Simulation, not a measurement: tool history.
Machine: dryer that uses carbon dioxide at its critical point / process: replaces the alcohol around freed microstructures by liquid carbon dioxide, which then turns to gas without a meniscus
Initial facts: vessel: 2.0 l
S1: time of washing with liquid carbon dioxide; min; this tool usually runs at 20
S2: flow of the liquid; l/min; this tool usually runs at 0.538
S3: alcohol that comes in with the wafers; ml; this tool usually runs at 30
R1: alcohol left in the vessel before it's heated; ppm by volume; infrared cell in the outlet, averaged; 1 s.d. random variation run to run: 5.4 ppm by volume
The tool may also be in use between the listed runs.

run	hour	S1	S2	S3	R1
1	0	20	0.538	30	250
# hour 15.8: inlet filter changed
2	34.9	20	0.538	30	219
3	59.5	20	0.538	30	231
4	77.3	20	0.538	30	242
5	101.5	20	0.538	30	237
6	120.8	20	0.538	30	245
7	137.8	20	0.538	30	246
8	165.7	13	0.538	30	839
9	198.1	20	0.538	30	262
10	219.4	20	0.538	30	264
11	250	20	0.538	30	286
12	283.1	20	0.328	67	2179
13	318.1	20	0.328	67	2181
14	351	20	0.516	81	671
15	366.2	20	0.516	33	364
16	397.1	14	0.78	82	579
17	424.5	14	0.78	82	587
18	455	16	0.382	83	3385
19	484	16	0.382	83	3369
20	509.1	16	0.382	83	3388
21	541	16	0.382	83	3427

3 options for the next run, each taken on its own from the tool as it stands now. Forecast them:
A	569.7	27	0.382	71	?
B	569.7	16	0.424	83	?
C	569.7	23	0.538	55	?

run	R1
A	703
B	2663
C	369
With the hidden condition removed and each run's random variation left untouched, the same runs would have given:
run	R1
A	412
B	2143
C	139
